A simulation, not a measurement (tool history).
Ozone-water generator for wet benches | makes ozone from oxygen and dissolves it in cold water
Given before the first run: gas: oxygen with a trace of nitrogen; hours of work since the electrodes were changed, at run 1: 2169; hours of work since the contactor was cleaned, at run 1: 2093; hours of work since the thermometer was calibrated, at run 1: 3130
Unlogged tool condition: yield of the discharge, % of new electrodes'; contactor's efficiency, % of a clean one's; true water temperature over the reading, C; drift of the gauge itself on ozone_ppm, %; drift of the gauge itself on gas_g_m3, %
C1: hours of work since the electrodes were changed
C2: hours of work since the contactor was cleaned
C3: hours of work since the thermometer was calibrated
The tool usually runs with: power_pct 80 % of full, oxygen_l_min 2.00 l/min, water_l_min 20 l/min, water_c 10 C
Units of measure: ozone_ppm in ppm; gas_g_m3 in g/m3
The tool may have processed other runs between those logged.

{"run": 1, "hour": 0.0, "power_pct": 80, "oxygen_l_min": 2.0, "water_l_min": 20, "water_c": 10, "C1": 2169, "C2": 2093, "C3": 3130, "ozone_ppm": 11.1, "gas_g_m3": 193.7}
{"run": 2, "hour": 56.4, "power_pct": 80, "oxygen_l_min": 2.0, "water_l_min": 20, "water_c": 10, "C1": 2203, "C2": 2127, "C3": 3164, "ozone_ppm": 11.0, "gas_g_m3": 198.5}
{"run": 3, "hour": 159.1, "power_pct": 80, "oxygen_l_min": 2.0, "water_l_min": 20, "water_c": 10, "C1": 2264, "C2": 2188, "C3": 3225, "ozone_ppm": 10.9, "gas_g_m3": 196.2}
{"run": 4, "hour": 255.2, "power_pct": 80, "oxygen_l_min": 2.0, "water_l_min": 20, "water_c": 10, "C1": 2322, "C2": 2246, "C3": 3283, "ozone_ppm": 11.2, "gas_g_m3": 194.7}
{"run": 5, "hour": 354.2, "power_pct": 80, "oxygen_l_min": 2.0, "water_l_min": 20, "water_c": 10, "C1": 2382, "C2": 2305, "C3": 3343, "ozone_ppm": 11.0, "gas_g_m3": 196.7}
{"run": 6, "hour": 427.1, "power_pct": 40, "oxygen_l_min": 2.0, "water_l_min": 20, "water_c": 10, "C1": 2425, "C2": 2349, "C3": 3386, "ozone_ppm": 6.7, "gas_g_m3": 119.5}
{"run": 7, "hour": 531.6, "power_pct": 40, "oxygen_l_min": 2.0, "water_l_min": 20, "water_c": 10, "C1": 2488, "C2": 2412, "C3": 3449, "ozone_ppm": 7.1, "gas_g_m3": 118.7}
{"run": 8, "hour": 597.8, "power_pct": 40, "oxygen_l_min": 2.0, "water_l_min": 20, "water_c": 10, "C1": 2528, "C2": 2452, "C3": 3489, "ozone_ppm": 6.7, "gas_g_m3": 118.9}
{"run": 9, "hour": 659.6, "power_pct": 40, "oxygen_l_min": 2.0, "water_l_min": 20, "water_c": 10, "C1": 2565, "C2": 2489, "C3": 3526, "ozone_ppm": 6.7, "gas_g_m3": 120.0}
{"run": 10, "hour": 708.4, "power_pct": 80, "oxygen_l_min": 2.0, "water_l_min": 20, "water_c": 10, "C1": 2594, "C2": 2518, "C3": 3555, "ozone_ppm": 11.1, "gas_g_m3": 194.2}
{"run": 11, "hour": 778.0, "power_pct": 80, "oxygen_l_min": 2.0, "water_l_min": 20, "water_c": 10, "C1": 2636, "C2": 2560, "C3": 3597, "ozone_ppm": 11.0, "gas_g_m3": 195.3}
{"run": 12, "hour": 825.1, "power_pct": 80, "oxygen_l_min": 2.0, "water_l_min": 20, "water_c": 10, "C1": 2664, "C2": 2588, "C3": 3625, "ozone_ppm": 11.0, "gas_g_m3": 194.1}
{"run": 13, "hour": 925.6, "power_pct": 80, "oxygen_l_min": 2.0, "water_l_min": 20, "water_c": 10, "C1": 2725, "C2": 2649, "C3": 3686, "ozone_ppm": 11.0, "gas_g_m3": 195.3}
{"run": 14, "hour": 1010.6, "power_pct": 80, "oxygen_l_min": 2.0, "water_l_min": 20, "water_c": 10, "C1": 2776, "C2": 2700, "C3": 3737, "ozone_ppm": 11.0, "gas_g_m3": 197.3}
{"run": 15, "hour": 1063.2, "power_pct": 80, "oxygen_l_min": 2.0, "water_l_min": 20, "water_c": 10, "C1": 2807, "C2": 2731, "C3": 3768, "ozone_ppm": 10.9, "gas_g_m3": 195.4}
{"run": 16, "hour": 1148.5, "power_pct": 80, "oxygen_l_min": 3.14, "water_l_min": 20, "water_c": 10, "C1": 2858, "C2": 2782, "C3": 3819, "ozone_ppm": 11.8, "gas_g_m3": 147.3}
{"run": 17, "hour": 1214.5, "power_pct": 80, "oxygen_l_min": 3.14, "water_l_min": 20, "water_c": 10, "C1": 2898, "C2": 2822, "C3": 3859, "ozone_ppm": 11.6, "gas_g_m3": 147.6}
{"run": 18, "hour": 1309.8, "power_pct": 80, "oxygen_l_min": 3.14, "water_l_min": 20, "water_c": 10, "C1": 2955, "C2": 2879, "C3": 3916, "ozone_ppm": 11.7, "gas_g_m3": 147.5}
{"run": 19, "hour": 1382.3, "power_pct": 80, "oxygen_l_min": 3.14, "water_l_min": 20, "water_c": 10, "C1": 2999, "C2": 2923, "C3": 3960, "ozone_ppm": 11.8, "gas_g_m3": 147.3}
{"run": 20, "hour": 1484.7, "power_pct": 80, "oxygen_l_min": 2.0, "water_l_min": 20, "water_c": 10, "C1": 3060, "C2": 2984, "C3": 4021, "ozone_ppm": 10.9, "gas_g_m3": 194.5}
{"run": 21, "hour": 1565.9, "power_pct": 49, "oxygen_l_min": 3.2, "water_l_min": 31, "water_c": 17, "C1": 3109, "C2": 3033, "C3": 4070, "ozone_ppm": 4.9, "gas_g_m3": 101.6}
{"run": 22, "hour": 1631.3, "power_pct": 80, "oxygen_l_min": 2.74, "water_l_min": 13, "water_c": 11, "C1": 3148, "C2": 3072, "C3": 4109, "ozone_ppm": 17.4, "gas_g_m3": 160.0}
{"run": 23, "hour": 1738.6, "power_pct": 45, "oxygen_l_min": 2.74, "water_l_min": 24, "water_c": 11, "C1": 3213, "C2": 3137, "C3": 4174, "ozone_ppm": 6.3, "gas_g_m3": 106.3}
{"run": 24, "hour": 1807.4, "power_pct": 45, "oxygen_l_min": 1.89, "water_l_min": 24, "water_c": 14, "C1": 3254, "C2": 3178, "C3": 4215, "ozone_ppm": 5.8, "gas_g_m3": 134.1}
{"run": 25, "hour": 1854.2, "power_pct": 64, "oxygen_l_min": 2.95, "water_l_min": 14, "water_c": 6, "C1": 3282, "C2": 3206, "C3": 4243, "ozone_ppm": 14.7, "gas_g_m3": 129.5}
{"run": 26, "hour": 1944.2, "power_pct": 89, "oxygen_l_min": 2.95, "water_l_min": 14, "water_c": 14, "C1": 3336, "C2": 3260, "C3": 4297, "ozone_ppm": 17.2, "gas_g_m3": 167.4}
{"run": 27, "hour": 2003.1, "power_pct": 89, "oxygen_l_min": 2.95, "water_l_min": 14, "water_c": 14, "C1": 3372, "C2": 3295, "C3": 4333, "ozone_ppm": 17.4, "gas_g_m3": 166.1}
{"run": 28, "hour": 2055.7, "power_pct": 96, "oxygen_l_min": 2.0, "water_l_min": 27, "water_c": 10, "C1": 3403, "C2": 3327, "C3": 4364, "ozone_ppm": 8.9, "gas_g_m3": 222.5}
{"run": 29, "hour": 2125.1, "power_pct": 51, "oxygen_l_min": 1.25, "water_l_min": 20, "water_c": 10, "C1": 3445, "C2": 3369, "C3": 4406, "ozone_ppm": 7.2, "gas_g_m3": 190.2}
{"run": 30, "hour": 2195.2, "power_pct": 52, "oxygen_l_min": 1.86, "water_l_min": 20, "water_c": 10, "C1": 3487, "C2": 3411, "C3": 4448, "ozone_ppm": 8.1, "gas_g_m3": 150.6}
{"run": 31, "hour": 2261.3, "power_pct": 79, "oxygen_l_min": 1.43, "water_l_min": 26, "water_c": 10, "C1": 3527, "C2": 3451, "C3": 4488, "ozone_ppm": 7.6, "gas_g_m3": 239.6}
{"run": 32, "hour": 2344.6, "power_pct": 79, "oxygen_l_min": 1.43, "water_l_min": 26, "water_c": 10, "C1": 3577, "C2": 3501, "C3": 4538, "ozone_ppm": 7.4, "gas_g_m3": 240.4}
{"run": 33, "hour": 2404.8, "power_pct": 94, "oxygen_l_min": 2.2, "water_l_min": 21, "water_c": 7, "C1": 3613, "C2": 3537, "C3": 4574, "ozone_ppm": 12.4, "gas_g_m3": 204.1}
{"run": 34, "hour": 2465.9, "power_pct": 67, "oxygen_l_min": 2.0, "water_l_min": 20, "water_c": 7, "C1": 3649, "C2": 3573, "C3": 4610, "ozone_ppm": 10.0, "gas_g_m3": 170.1}

3 ways to go on from here, each from the tool as it stands after run 34. What would each give?
{"run": "A", "hour": 2545.0, "power_pct": 80, "oxygen_l_min": 1.44, "water_l_min": 16, "water_c": 10, "C1": 3697, "C2": 3621, "C3": 4658, "ozone_ppm": "?", "gas_g_m3": "?"}
{"run": "B", "hour": 2545.0, "power_pct": 67, "oxygen_l_min": 1.1, "water_l_min": 21, "water_c": 12, "C1": 3697, "C2": 3621, "C3": 4658, "ozone_ppm": "?", "gas_g_m3": "?"}
{"run": "C", "hour": 2545.0, "power_pct": 80, "oxygen_l_min": 1.19, "water_l_min": 14, "water_c": 10, "C1": 3697, "C2": 3621, "C3": 4658, "ozone_ppm": "?", "gas_g_m3": "?"}

run=A ozone_ppm=13.3 gas_g_m3=239.8
run=B ozone_ppm=8.0 gas_g_m3=248.1
run=C ozone_ppm=14.7 gas_g_m3=272.2
Had the tool no hidden state, the same runs would have come out as:
run=A ozone_ppm=13.3 gas_g_m3=240.1
run=B ozone_ppm=8.0 gas_g_m3=248.4
run=C ozone_ppm=14.8 gas_g_m3=272.5
